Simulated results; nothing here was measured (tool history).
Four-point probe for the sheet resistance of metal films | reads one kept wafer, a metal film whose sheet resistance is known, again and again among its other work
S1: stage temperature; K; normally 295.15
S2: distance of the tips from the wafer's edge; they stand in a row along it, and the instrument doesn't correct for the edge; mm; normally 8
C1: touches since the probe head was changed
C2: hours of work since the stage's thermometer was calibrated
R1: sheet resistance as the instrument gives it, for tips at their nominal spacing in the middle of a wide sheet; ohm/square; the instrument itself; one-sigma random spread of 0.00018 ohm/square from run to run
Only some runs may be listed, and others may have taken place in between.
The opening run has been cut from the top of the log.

{"run": 2, "hour": 66.5, "S1": 295.15, "S2": 8, "C1": 65892, "C2": 942, "R1": 0.904865}
{"run": 3, "hour": 136.8, "S1": 295.15, "S2": 8, "C1": 68121, "C2": 982, "R1": 0.904571}
{"run": 4, "hour": 182.6, "S1": 295.15, "S2": 8, "C1": 69573, "C2": 1008, "R1": 0.90474}
{"run": 5, "hour": 240.5, "S1": 295.15, "S2": 25, "C1": 71408, "C2": 1041, "R1": 0.903092}
{"run": 6, "hour": 272.1, "S1": 295.15, "S2": 25, "C1": 72410, "C2": 1059, "R1": 0.903272}
{"run": 7, "hour": 347.5, "S1": 295.15, "S2": 8, "C1": 74799, "C2": 1103, "R1": 0.905158}
{"run": 8, "hour": 385.3, "S1": 295.15, "S2": 8, "C1": 75998, "C2": 1124, "R1": 0.904987}
{"run": 9, "hour": 434.8, "S1": 304.15, "S2": 8, "C1": 77566, "C2": 1153, "R1": 0.902485}
{"run": 10, "hour": 490.4, "S1": 304.15, "S2": 8, "C1": 79329, "C2": 1184, "R1": 0.902262}
{"run": 11, "hour": 536.3, "S1": 304.15, "S2": 8, "C1": 80783, "C2": 1211, "R1": 0.902063}
{"run": 12, "hour": 571.3, "S1": 295.15, "S2": 7, "C1": 81893, "C2": 1231, "R1": 0.905314}
{"run": 13, "hour": 647.4, "S1": 303.15, "S2": 7, "C1": 84306, "C2": 1274, "R1": 0.903362}
{"run": 14, "hour": 678.8, "S1": 303.15, "S2": 7, "C1": 85302, "C2": 1292, "R1": 0.903278}
{"run": 15, "hour": 730.8, "S1": 303.15, "S2": 7, "C1": 86949, "C2": 1322, "R1": 0.90313}
{"run": 16, "hour": 793.9, "S1": 295.15, "S2": 26, "C1": 88950, "C2": 1358, "R1": 0.902966}
{"run": 17, "hour": 826.0, "S1": 295.15, "S2": 26, "C1": 89966, "C2": 1376, "R1": 0.903107}
{"run": 18, "hour": 895.0, "S1": 295.15, "S2": 26, "C1": 92153, "C2": 1416, "R1": 0.902996}
{"run": 19, "hour": 949.0, "S1": 298.15, "S2": 3, "C1": 93868, "C2": 1447, "R1": 0.915564}
{"run": 20, "hour": 997.3, "S1": 294.15, "S2": 36, "C1": 95398, "C2": 1475, "R1": 0.90326}
{"run": 21, "hour": 1042.9, "S1": 294.15, "S2": 36, "C1": 96842, "C2": 1501, "R1": 0.903484}
{"run": 22, "hour": 1116.0, "S1": 294.15, "S2": 36, "C1": 99160, "C2": 1542, "R1": 0.90311}
{"run": 23, "hour": 1161.6, "S1": 294.15, "S2": 10, "C1": 100605, "C2": 1569, "R1": 0.90428}
{"run": 24, "hour": 1224.7, "S1": 299.15, "S2": 12, "C1": 102604, "C2": 1605, "R1": 0.902648}

Expected results for the next run?
{"run": 25, "hour": 1284.8, "S1": 302.15, "S2": 4, "C1": 104511, "C2": 1639, "R1": "?"}

R1: 0.908896 ohm/square
With the hidden condition absent and the run-to-run variation left alone, this run would have shown R1 0.909025 ohm/square.

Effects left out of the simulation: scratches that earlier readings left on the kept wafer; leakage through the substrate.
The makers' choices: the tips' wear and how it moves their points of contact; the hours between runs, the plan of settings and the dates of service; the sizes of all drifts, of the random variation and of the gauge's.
